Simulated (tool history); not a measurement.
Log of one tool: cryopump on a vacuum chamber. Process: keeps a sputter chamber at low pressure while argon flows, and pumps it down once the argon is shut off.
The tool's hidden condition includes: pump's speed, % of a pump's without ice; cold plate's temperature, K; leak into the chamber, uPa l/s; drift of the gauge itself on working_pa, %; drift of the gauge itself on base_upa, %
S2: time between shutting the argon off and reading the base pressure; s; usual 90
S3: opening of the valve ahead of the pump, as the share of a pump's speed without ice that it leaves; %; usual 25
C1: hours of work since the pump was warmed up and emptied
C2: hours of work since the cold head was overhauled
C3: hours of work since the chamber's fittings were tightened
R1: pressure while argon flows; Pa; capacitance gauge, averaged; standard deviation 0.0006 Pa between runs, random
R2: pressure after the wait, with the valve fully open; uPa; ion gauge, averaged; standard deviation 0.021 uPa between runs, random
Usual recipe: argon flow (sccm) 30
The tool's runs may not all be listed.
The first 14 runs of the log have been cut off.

{"run": 15, "hour": 642.9, "argon flow (sccm)": 21, "S2": 90, "S3": 25, "C1": 50, "C2": 696, "C3": 38, "R1": 0.0604, "R2": 0.47}
{"run": 16, "hour": 671.7, "argon flow (sccm)": 43, "S2": 90, "S3": 25, "C1": 75, "C2": 720, "C3": 63, "R1": 0.1235, "R2": 0.49}
{"run": 17, "hour": 708.4, "argon flow (sccm)": 43, "S2": 90, "S3": 25, "C1": 106, "C2": 751, "C3": 94, "R1": 0.1235, "R2": 0.54}
{"run": 18, "hour": 746.3, "argon flow (sccm)": 29, "S2": 90, "S3": 25, "C1": 138, "C2": 783, "C3": 126, "R1": 0.0841, "R2": 0.61}
{"run": 19, "hour": 808.3, "argon flow (sccm)": 23, "S2": 28, "S3": 18, "C1": 190, "C2": 836, "C3": 178, "R1": 0.0921, "R2": 1.27}
{"run": 20, "hour": 848.5, "argon flow (sccm)": 20, "S2": 50, "S3": 21, "C1": 224, "C2": 869, "C3": 212, "R1": 0.0699, "R2": 0.99}
{"run": 21, "hour": 900.0, "argon flow (sccm)": 20, "S2": 50, "S3": 21, "C1": 267, "C2": 913, "C3": 255, "R1": 0.0714, "R2": 1.08}
{"run": 22, "hour": 945.6, "argon flow (sccm)": 28, "S2": 23, "S3": 27, "C1": 306, "C2": 951, "C3": 294, "R1": 0.0824, "R2": 1.8}
{"hour": 971.8, "done": "pump warmed up, emptied and cooled again"}
{"run": 23, "hour": 985.3, "argon flow (sccm)": 30, "S2": 89, "S3": 52, "C1": 11, "C2": 981, "C3": 323, "R1": 0.0403, "R2": 0.83}
{"run": 24, "hour": 1017.6, "argon flow (sccm)": 21, "S2": 30, "S3": 57, "C1": 39, "C2": 1008, "C3": 350, "R1": 0.0264, "R2": 1.42}
{"run": 25, "hour": 1073.1, "argon flow (sccm)": 44, "S2": 37, "S3": 22, "C1": 86, "C2": 1055, "C3": 397, "R1": 0.1437, "R2": 1.35}
{"run": 26, "hour": 1099.3, "argon flow (sccm)": 44, "S2": 37, "S3": 22, "C1": 108, "C2": 1077, "C3": 419, "R1": 0.1428, "R2": 1.41}
{"run": 27, "hour": 1137.1, "argon flow (sccm)": 44, "S2": 90, "S3": 32, "C1": 140, "C2": 1109, "C3": 451, "R1": 0.1023, "R2": 1.02}
{"run": 28, "hour": 1195.4, "argon flow (sccm)": 25, "S2": 125, "S3": 23, "C1": 189, "C2": 1158, "C3": 500, "R1": 0.0815, "R2": 1.09}
{"run": 29, "hour": 1255.0, "argon flow (sccm)": 35, "S2": 106, "S3": 24, "C1": 239, "C2": 1208, "C3": 551, "R1": 0.1096, "R2": 1.28}
{"run": 30, "hour": 1303.8, "argon flow (sccm)": 35, "S2": 106, "S3": 24, "C1": 280, "C2": 1250, "C3": 592, "R1": 0.1128, "R2": 1.43}
{"run": 31, "hour": 1341.3, "argon flow (sccm)": 43, "S2": 54, "S3": 36, "C1": 312, "C2": 1281, "C3": 624, "R1": 0.0985, "R2": 1.81}
{"hour": 1361.0, "done": "pump warmed up, emptied and cooled again"}
{"run": 32, "hour": 1401.2, "argon flow (sccm)": 58, "S2": 75, "S3": 35, "C1": 34, "C2": 1328, "C3": 670, "R1": 0.1173, "R2": 1.32}
{"run": 33, "hour": 1459.7, "argon flow (sccm)": 29, "S2": 35, "S3": 57, "C1": 83, "C2": 1377, "C3": 719, "R1": 0.038, "R2": 1.81}
{"run": 34, "hour": 1495.7, "argon flow (sccm)": 30, "S2": 90, "S3": 56, "C1": 114, "C2": 1407, "C3": 750, "R1": 0.0403, "R2": 1.44}

What if the next run were any one of these 3? Each begins from the tool's condition after run 34:
{"run": "A", "hour": 1529.9, "argon flow (sccm)": 30, "S2": 245, "S3": 50, "C1": 143, "C2": 1436, "C3": 779, "R1": "?", "R2": "?"}
{"run": "B", "hour": 1529.9, "argon flow (sccm)": 30, "S2": 124, "S3": 56, "C1": 143, "C2": 1436, "C3": 779, "R1": "?", "R2": "?"}
{"run": "C", "hour": 1529.9, "argon flow (sccm)": 30, "S2": 90, "S3": 47, "C1": 143, "C2": 1436, "C3": 779, "R1": "?", "R2": "?"}

run=A R1=0.0461 R2=1.38
run=B R1=0.0409 R2=1.44
run=C R1=0.0479 R2=1.48
Without the tool's hidden state the same runs would have given:
run=A R1=0.0422 R2=0.26
run=B R1=0.0371 R2=0.35
run=C R1=0.0441 R2=0.4

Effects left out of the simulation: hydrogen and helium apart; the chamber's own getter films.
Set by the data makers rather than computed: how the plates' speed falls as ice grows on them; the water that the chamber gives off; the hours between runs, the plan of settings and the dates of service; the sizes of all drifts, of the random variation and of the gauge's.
